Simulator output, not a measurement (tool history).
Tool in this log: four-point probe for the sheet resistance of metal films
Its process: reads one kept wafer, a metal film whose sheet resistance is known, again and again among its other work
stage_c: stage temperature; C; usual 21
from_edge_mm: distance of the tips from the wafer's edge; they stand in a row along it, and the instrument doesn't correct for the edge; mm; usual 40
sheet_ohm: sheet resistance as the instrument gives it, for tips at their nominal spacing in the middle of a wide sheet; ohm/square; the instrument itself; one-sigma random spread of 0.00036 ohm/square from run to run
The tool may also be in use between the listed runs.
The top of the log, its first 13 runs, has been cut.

run    hour  stage_c  from_edge_mm  touches since the probe head was changed  hours of work since the stage's thermometer was calibrated  sheet_ohm
 14   494.1       21            14                                     57923                                                        2102   1.789202
 15   536.7       21            14                                     59034                                                        2125   1.788786
 16   568.7       21            40                                     59869                                                        2142   1.788346
 17   612.9       21            40                                     61021                                                        2166   1.787683
 18   634.5       21             9                                     61583                                                        2177   1.791032
 19   679.8       34             4                                     62764                                                        2201   1.789622
 20   728.4       34             4                                     64031                                                        2228   1.789593
 21   752.8       33             6                                     64666                                                        2241   1.782277
 22   780.0       24            28                                     65376                                                        2255   1.784891
 23   815.6       33            20                                     66305                                                        2274   1.777023
 24   839.9       23            11                                     66937                                                        2287   1.786984
 25   875.5       24            18                                     67865                                                        2306   1.785536
 26   915.5       26            55                                     68909                                                        2328   1.782896
 27   963.6       19            20                                     70163                                                        2354   1.790631
 28  1011.9       20            25                                     71421                                                        2380   1.789415
 29  1057.4       33             3                                     72608                                                        2404   1.802426
 30  1102.4       23             6                                     73779                                                        2428   1.792895

Run 31 has not been measured yet. What should we expect?
 31  1150.3       21             8                                     75030                                                        2454          ?

{"run 31": {"sheet_ohm": 1.792047}}
Were there no unlogged condition in the tool, this run, its random variation unchanged, would have produced sheet_ohm 1.792243 ohm/square.
